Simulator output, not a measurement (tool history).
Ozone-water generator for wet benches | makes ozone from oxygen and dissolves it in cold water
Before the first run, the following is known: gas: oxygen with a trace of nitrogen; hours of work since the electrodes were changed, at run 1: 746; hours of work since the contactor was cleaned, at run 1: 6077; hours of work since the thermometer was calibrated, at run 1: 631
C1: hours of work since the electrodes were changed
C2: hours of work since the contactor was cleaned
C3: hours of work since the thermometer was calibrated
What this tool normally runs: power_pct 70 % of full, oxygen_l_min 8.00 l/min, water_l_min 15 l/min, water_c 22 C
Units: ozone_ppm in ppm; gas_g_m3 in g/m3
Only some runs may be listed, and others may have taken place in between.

run 1 day=0.000 | power_pct=70 oxygen_l_min=8.00 water_l_min=15 water_c=22 | C1=746 C2=6077 C3=631 | ozone_ppm=21.3 gas_g_m3=151.2
run 2 day=1.288 | power_pct=70 oxygen_l_min=8.00 water_l_min=15 water_c=22 | C1=767 C2=6097 C3=651 | ozone_ppm=21.2 gas_g_m3=151.3
run 3 day=1.862 | power_pct=70 oxygen_l_min=8.00 water_l_min=15 water_c=22 | C1=776 C2=6106 C3=661 | ozone_ppm=21.2 gas_g_m3=152.1
run 4 day=2.729 | power_pct=70 oxygen_l_min=8.00 water_l_min=21 water_c=22 | C1=790 C2=6120 C3=674 | ozone_ppm=17.3 gas_g_m3=153.2
run 5 day=3.688 | power_pct=70 oxygen_l_min=8.00 water_l_min=21 water_c=22 | C1=805 C2=6135 C3=690 | ozone_ppm=17.4 gas_g_m3=152.0
run 6 day=4.692 | power_pct=70 oxygen_l_min=8.00 water_l_min=15 water_c=22 | C1=821 C2=6152 C3=706 | ozone_ppm=20.7 gas_g_m3=152.7
run 7 day=5.292 | power_pct=57 oxygen_l_min=8.00 water_l_min=15 water_c=22 | C1=831 C2=6161 C3=715 | ozone_ppm=18.7 gas_g_m3=134.4
run 8 day=6.367 | power_pct=57 oxygen_l_min=8.00 water_l_min=15 water_c=22 | C1=848 C2=6178 C3=733 | ozone_ppm=19.0 gas_g_m3=135.5
run 9 day=7.308 | power_pct=57 oxygen_l_min=5.53 water_l_min=15 water_c=22 | C1=863 C2=6193 C3=748 | ozone_ppm=19.1 gas_g_m3=161.2
run 10 day=8.333 | power_pct=57 oxygen_l_min=5.53 water_l_min=15 water_c=22 | C1=879 C2=6210 C3=764 | ozone_ppm=19.3 gas_g_m3=160.8
run 11 day=9.146 | power_pct=57 oxygen_l_min=6.48 water_l_min=15 water_c=22 | C1=892 C2=6223 C3=777 | ozone_ppm=19.0 gas_g_m3=148.8
run 12 day=10.129 | power_pct=57 oxygen_l_min=6.48 water_l_min=15 water_c=22 | C1=908 C2=6238 C3=793 | ozone_ppm=18.9 gas_g_m3=149.4
run 13 day=10.779 | power_pct=70 oxygen_l_min=8.00 water_l_min=15 water_c=22 | C1=918 C2=6249 C3=803 | ozone_ppm=21.4 gas_g_m3=152.1
run 14 day=12.000 | power_pct=53 oxygen_l_min=8.00 water_l_min=15 water_c=22 | C1=938 C2=6268 C3=823 | ozone_ppm=17.7 gas_g_m3=131.5
run 15 day=13.283 | power_pct=70 oxygen_l_min=8.00 water_l_min=15 water_c=17 | C1=958 C2=6289 C3=843 | ozone_ppm=23.3 gas_g_m3=153.3
run 16 day=14.554 | power_pct=70 oxygen_l_min=8.00 water_l_min=15 water_c=17 | C1=979 C2=6309 C3=863 | ozone_ppm=23.5 gas_g_m3=152.9
run 17 day=15.183 | power_pct=70 oxygen_l_min=8.00 water_l_min=15 water_c=22 | C1=989 C2=6319 C3=874 | ozone_ppm=21.4 gas_g_m3=151.8
run 18 day=16.004 | power_pct=70 oxygen_l_min=8.00 water_l_min=15 water_c=22 | C1=1002 C2=6332 C3=887 | ozone_ppm=21.3 gas_g_m3=153.9
run 19 day=17.033 | power_pct=70 oxygen_l_min=8.00 water_l_min=15 water_c=22 | C1=1018 C2=6349 C3=903 | ozone_ppm=21.2 gas_g_m3=152.8
run 20 day=18.071 | power_pct=70 oxygen_l_min=6.22 water_l_min=15 water_c=22 | C1=1035 C2=6365 C3=920 | ozone_ppm=21.6 gas_g_m3=171.4
-- day=18.546 contactor cleaned
run 21 day=19.575 | power_pct=53 oxygen_l_min=8.00 water_l_min=16 water_c=22 | C1=1056 C2=16 C3=941 | ozone_ppm=17.3 gas_g_m3=130.4
run 22 day=20.508 | power_pct=83 oxygen_l_min=8.00 water_l_min=16 water_c=25 | C1=1071 C2=31 C3=956 | ozone_ppm=21.3 gas_g_m3=169.6
run 23 day=21.183 | power_pct=70 oxygen_l_min=8.00 water_l_min=15 water_c=27 | C1=1082 C2=42 C3=967 | ozone_ppm=19.0 gas_g_m3=155.0
run 24 day=22.038 | power_pct=70 oxygen_l_min=5.35 water_l_min=13 water_c=27 | C1=1096 C2=56 C3=980 | ozone_ppm=21.6 gas_g_m3=185.5
run 25 day=22.812 | power_pct=70 oxygen_l_min=13.21 water_l_min=15 water_c=30 | C1=1108 C2=68 C3=993 | ozone_ppm=16.1 gas_g_m3=122.6
run 26 day=23.362 | power_pct=40 oxygen_l_min=8.68 water_l_min=11 water_c=20 | C1=1117 C2=77 C3=1002 | ozone_ppm=18.1 gas_g_m3=106.5
run 27 day=23.908 | power_pct=97 oxygen_l_min=7.34 water_l_min=11 water_c=22 | C1=1125 C2=86 C3=1010 | ozone_ppm=30.3 gas_g_m3=195.7
run 28 day=24.733 | power_pct=49 oxygen_l_min=8.00 water_l_min=9 water_c=17 | C1=1139 C2=99 C3=1023 | ozone_ppm=24.5 gas_g_m3=124.6
run 29 day=25.521 | power_pct=54 oxygen_l_min=14.39 water_l_min=17 water_c=17 | C1=1151 C2=111 C3=1036 | ozone_ppm=17.5 gas_g_m3=100.2
run 30 day=26.771 | power_pct=54 oxygen_l_min=14.39 water_l_min=17 water_c=17 | C1=1171 C2=131 C3=1056 | ozone_ppm=17.7 gas_g_m3=102.1
run 31 day=27.450 | power_pct=54 oxygen_l_min=14.39 water_l_min=17 water_c=17 | C1=1182 C2=142 C3=1067 | ozone_ppm=17.4 gas_g_m3=101.3
run 32 day=28.592 | power_pct=64 oxygen_l_min=14.39 water_l_min=17 water_c=26 | C1=1200 C2=161 C3=1085 | ozone_ppm=15.6 gas_g_m3=112.1
run 33 day=29.712 | power_pct=49 oxygen_l_min=7.19 water_l_min=14 water_c=17 | C1=1218 C2=178 C3=1103 | ozone_ppm=19.7 gas_g_m3=131.1

Predict each of these 3 candidate next runs independently; none follows another, all start after run 33:
run A day=30.942 | power_pct=70 oxygen_l_min=8.00 water_l_min=12 water_c=22 | C1=1238 C2=198 C3=1123 | ozone_ppm=? gas_g_m3=?
run B day=30.942 | power_pct=49 oxygen_l_min=7.19 water_l_min=14 water_c=23 | C1=1238 C2=198 C3=1123 | ozone_ppm=? gas_g_m3=?
run C day=30.942 | power_pct=49 oxygen_l_min=7.19 water_l_min=14 water_c=16 | C1=1238 C2=198 C3=1123 | ozone_ppm=? gas_g_m3=?

run=A ozone_ppm=23.6 gas_g_m3=155.4
run=B ozone_ppm=17.7 gas_g_m3=131.9
run=C ozone_ppm=20.1 gas_g_m3=130.7
With no hidden state in the tool, these same runs would have given:
run=A ozone_ppm=23.6 gas_g_m3=151.5
run=B ozone_ppm=17.7 gas_g_m3=128.6
run=C ozone_ppm=20.2 gas_g_m3=127.4

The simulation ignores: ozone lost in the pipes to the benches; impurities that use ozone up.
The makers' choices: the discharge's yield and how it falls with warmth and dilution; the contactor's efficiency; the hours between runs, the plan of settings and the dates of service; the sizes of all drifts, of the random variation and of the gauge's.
